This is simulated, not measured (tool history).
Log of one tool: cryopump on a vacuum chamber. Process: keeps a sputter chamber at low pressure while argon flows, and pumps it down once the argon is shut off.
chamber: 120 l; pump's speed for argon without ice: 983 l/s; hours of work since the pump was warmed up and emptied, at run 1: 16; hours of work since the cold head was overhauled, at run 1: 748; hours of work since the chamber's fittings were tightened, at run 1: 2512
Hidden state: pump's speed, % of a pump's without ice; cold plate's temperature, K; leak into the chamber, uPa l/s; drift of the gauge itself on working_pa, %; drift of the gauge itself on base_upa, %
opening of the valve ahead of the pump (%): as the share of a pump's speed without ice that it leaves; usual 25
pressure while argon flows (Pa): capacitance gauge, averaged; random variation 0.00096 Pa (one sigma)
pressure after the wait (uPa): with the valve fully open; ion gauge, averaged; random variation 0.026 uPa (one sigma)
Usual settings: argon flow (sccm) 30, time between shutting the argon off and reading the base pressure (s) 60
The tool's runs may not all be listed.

run	hour	argon flow (sccm)	time between shutting the argon off and reading the base pressure (s)	opening of the valve ahead of the pump (%)	hours of work since the pump was warmed up and emptied	hours of work since the cold head was overhauled	hours of work since the chamber's fittings were tightened	pressure while argon flows (Pa)	pressure after the wait (uPa)
1	0	30	60	25	16	748	2512	0.2093	3.42
2	21.4	30	60	25	33	766	2530	0.207	3.37
# hour 33.7: leaking fittings of the chamber tightened, without venting
3	51	30	24	25	55	788	14	0.2093	2.22
4	65.1	30	60	44	67	799	25	0.1198	1.1
5	77	30	60	25	76	809	35	0.2086	1.14
6	96.5	17	60	25	92	825	51	0.1184	1.07
7	117.7	30	60	19	109	842	68	0.2746	1.15
8	132	30	231	25	121	853	79	0.2104	0.54
9	153.6	30	60	25	138	871	97	0.21	1.21
10	179	30	60	27	159	891	117	0.1937	1.19
11	194.2	30	60	27	171	903	130	0.1922	1.18
12	210.2	30	60	32	184	916	142	0.164	1.22
13	230	30	60	32	200	932	158	0.1628	1.25
14	250.1	30	60	25	216	949	175	0.2112	1.26
15	277.1	30	43	25	238	970	196	0.2115	1.6
16	300.9	30	43	25	257	990	216	0.2102	1.65
17	328.7	18	60	25	279	1012	238	0.1265	1.27
18	350.1	18	60	25	297	1029	255	0.1273	1.39
19	372.2	20	60	59	315	1047	273	0.062	1.35
20	390.6	38	60	59	329	1062	288	0.1173	1.41
21	405.1	38	60	59	341	1074	300	0.1184	1.34
22	420.3	38	60	59	353	1086	312	0.1175	1.4
23	443	38	60	59	372	1104	330	0.1192	1.39
24	464.2	19	34	42	389	1121	347	0.0821	2.05
25	488.7	14	25	23	409	1141	367	0.1079	2.47
26	505.5	46	48	18	422	1155	381	0.4502	1.7
27	529.1	46	48	18	441	1174	400	0.4494	1.64
28	544.8	13	75	15	454	1186	413	0.1529	1.39
29	562.7	13	75	15	468	1201	427	0.1522	1.44
30	588.3	13	75	15	489	1221	448	0.1541	1.37
31	603	13	75	15	501	1233	459	0.1517	1.48
32	618.3	30	30	35	513	1246	472	0.1569	2.41
33	642.2	15	60	18	532	1265	491	0.1479	1.65
34	665.4	15	25	30	551	1284	510	0.0899	2.66
35	676.8	29	60	34	560	1293	519	0.1565	1.61

Some steps in pressure while argon flows (Pa) between neighbouring runs. How much of each would the tool show without its hidden state too (settings, what came in, random variation), and how much is left for the hidden state, with any gauge scatter that isn't in both results?
Run 6 -> 7: argon flow (sccm) 17 -> 30, opening of the valve ahead of the pump (%) 25 -> 19. pressure while argon flows (Pa) +0.1562: hidden state +0.001, all else +0.1552.
Run 25 -> 26: argon flow (sccm) 14 -> 46, time between shutting the argon off and reading the base pressure (s) 25 -> 48, opening of the valve ahead of the pump (%) 23 -> 18. pressure while argon flows (Pa) +0.3423: hidden state +0.008, all else +0.3343.
Run 27 -> 28: argon flow (sccm) 46 -> 13, time between shutting the argon off and reading the base pressure (s) 48 -> 75, opening of the valve ahead of the pump (%) 18 -> 15. pressure while argon flows (Pa) -0.2965: hidden state -0.0084, all else -0.2881.
Run 31 -> 32: argon flow (sccm) 13 -> 30, time between shutting the argon off and reading the base pressure (s) 75 -> 30, opening of the valve ahead of the pump (%) 15 -> 35. pressure while argon flows (Pa) +0.0052: hidden state +0.0054, all else -0.0002.

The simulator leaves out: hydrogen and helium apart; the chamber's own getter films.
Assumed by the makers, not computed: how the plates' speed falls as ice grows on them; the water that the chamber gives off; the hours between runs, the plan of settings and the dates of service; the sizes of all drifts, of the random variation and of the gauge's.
